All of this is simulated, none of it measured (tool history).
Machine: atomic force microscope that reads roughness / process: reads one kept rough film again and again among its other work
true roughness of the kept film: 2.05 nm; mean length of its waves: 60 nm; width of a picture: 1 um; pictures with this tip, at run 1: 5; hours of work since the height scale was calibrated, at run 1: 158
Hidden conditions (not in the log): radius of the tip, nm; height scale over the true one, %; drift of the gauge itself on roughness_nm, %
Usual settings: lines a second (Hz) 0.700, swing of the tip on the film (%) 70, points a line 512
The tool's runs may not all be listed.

run   hour  lines a second (Hz)  swing of the tip on the film (%)  points a line  pictures with this tip  hours of work since the height scale was calibrated  roughness of the kept film (nm (root mean square))
  1    0.0                0.700                                70            512                       5                                                  158                                               1.984
  2   15.4                0.700                                56            512                      33                                                  166                                               1.951
  3   24.1                0.700                                56            512                      49                                                  171                                               1.925
      31.7  -- new tip fitted
  4   39.4                0.700                                70            512                      14                                                  179                                               1.968
  5   57.2                0.700                                70            674                      47                                                  188                                               1.907
      66.7  -- new tip fitted
  6   67.8                0.700                                70            512                       2                                                  193                                               1.968
  7   84.5                0.700                                70            345                      33                                                  202                                               1.938
     102.3  -- new tip fitted
  8  102.3                0.700                                84            512                       0                                                  211                                               1.959
  9  117.2                0.700                                70            923                      27                                                  219                                               1.943
     136.9  -- new tip fitted
 10  137.4                0.700                                70            923                       1                                                  230                                               1.984
 11  149.8                0.700                                62            512                      23                                                  236                                               1.970
 12  161.9                0.700                                62            512                      46                                                  243                                               1.935
     171.5  -- new tip fitted
 13  176.5                0.700                                70            268                       9                                                  250                                               1.958
 14  193.7                3.888                                57            512                      41                                                  259                                               1.912
     206.9  -- new tip fitted
 15  206.9                0.700                                57            343                       0                                                  266                                               1.995
 16  223.8                3.249                                57            343                      31                                                  275                                               1.913
 17  239.5                3.249                                57            343                      60                                                  283                                               1.868
     241.0  -- new tip fitted
 18  259.2                0.787                                76            382                      33                                                  293                                               1.930
     276.2  -- new tip fitted
 19  279.2                1.763                                76            642                       6                                                  304                                               1.924
 20  299.1                2.032                                70            296                      42                                                  314                                               1.892
     310.9  -- new tip fitted
 21  316.5                1.032                                89            732                      10                                                  323                                               1.909
 22  325.3                1.032                                89            732                      26                                                  328                                               1.883
 23  339.8                2.008                                82            321                      53                                                  335                                               1.829
     345.4  -- new tip fitted
 24  351.3                0.700                                71            462                      11                                                  341                                               1.975
 25  360.2                0.596                                86            308                      27                                                  346                                               1.917
     380.3  -- new tip fitted
 26  380.3                2.707                                59            486                       0                                                  356                                               1.961

What differs in the tool's unlogged condition from the final listed run ahead of each entry between runs to the first listed run following it?
In the gap between runs 3 and 4: new tip fitted (hour 31.7)
  radius of the tip, nm: 25 -> 14.7; height scale over the true one, %: 0.03 -> 0.04
  measured minus no-state result, roughness of the kept film (nm (root mean square)): -0.063 -> -0.019
In the gap between runs 5 and 6: new tip fitted (hour 66.7)
  radius of the tip, nm: 25.1 -> 10.8; height scale over the true one, %: 0.04 -> 0.05
  measured minus no-state result, roughness of the kept film (nm (root mean square)): -0.063 -> -0.002
In the gap between runs 7 and 8: new tip fitted (hour 102.3)
  radius of the tip, nm: 20.5 -> 10.1; height scale over the true one, %: 0.05 -> 0.06
  measured minus no-state result, roughness of the kept film (nm (root mean square)): -0.044 -> +0.001
In the gap between runs 9 and 10: new tip fitted (hour 136.9)
  radius of the tip, nm: 19.5 -> 10.5
  measured minus no-state result, roughness of the kept film (nm (root mean square)): -0.039 -> -0.001
In the gap between runs 12 and 13: new tip fitted (hour 171.5)
  radius of the tip, nm: 24.7 -> 12.9; height scale over the true one, %: 0.08 -> 0.09
  measured minus no-state result, roughness of the kept film (nm (root mean square)): -0.061 -> -0.011
In the gap between runs 14 and 15: new tip fitted (hour 206.9)
  radius of the tip, nm: 23.1 -> 10.3; height scale over the true one, %: 0.09 -> 0.1
  measured minus no-state result, roughness of the kept film (nm (root mean square)): -0.054 -> +0.001
In the gap between runs 17 and 18: new tip fitted (hour 241.0)
  radius of the tip, nm: 30.6 -> 21.1
  measured minus no-state result, roughness of the kept film (nm (root mean square)): -0.083 -> -0.045
In the gap between runs 18 and 19: new tip fitted (hour 276.2)
  radius of the tip, nm: 21.1 -> 12.1; height scale over the true one, %: 0.11 -> 0.12
  measured minus no-state result, roughness of the kept film (nm (root mean square)): -0.045 -> -0.007
In the gap between runs 20 and 21: new tip fitted (hour 310.9)
  radius of the tip, nm: 23 -> 13
  measured minus no-state result, roughness of the kept film (nm (root mean square)): -0.051 -> -0.010
In the gap between runs 23 and 24: new tip fitted (hour 345.4)
  radius of the tip, nm: 27 -> 13.5
  measured minus no-state result, roughness of the kept film (nm (root mean square)): -0.065 -> -0.012
In the gap between runs 25 and 26: new tip fitted (hour 380.3)
  radius of the tip, nm: 18 -> 11
  measured minus no-state result, roughness of the kept film (nm (root mean square)): -0.031 -> -0.001

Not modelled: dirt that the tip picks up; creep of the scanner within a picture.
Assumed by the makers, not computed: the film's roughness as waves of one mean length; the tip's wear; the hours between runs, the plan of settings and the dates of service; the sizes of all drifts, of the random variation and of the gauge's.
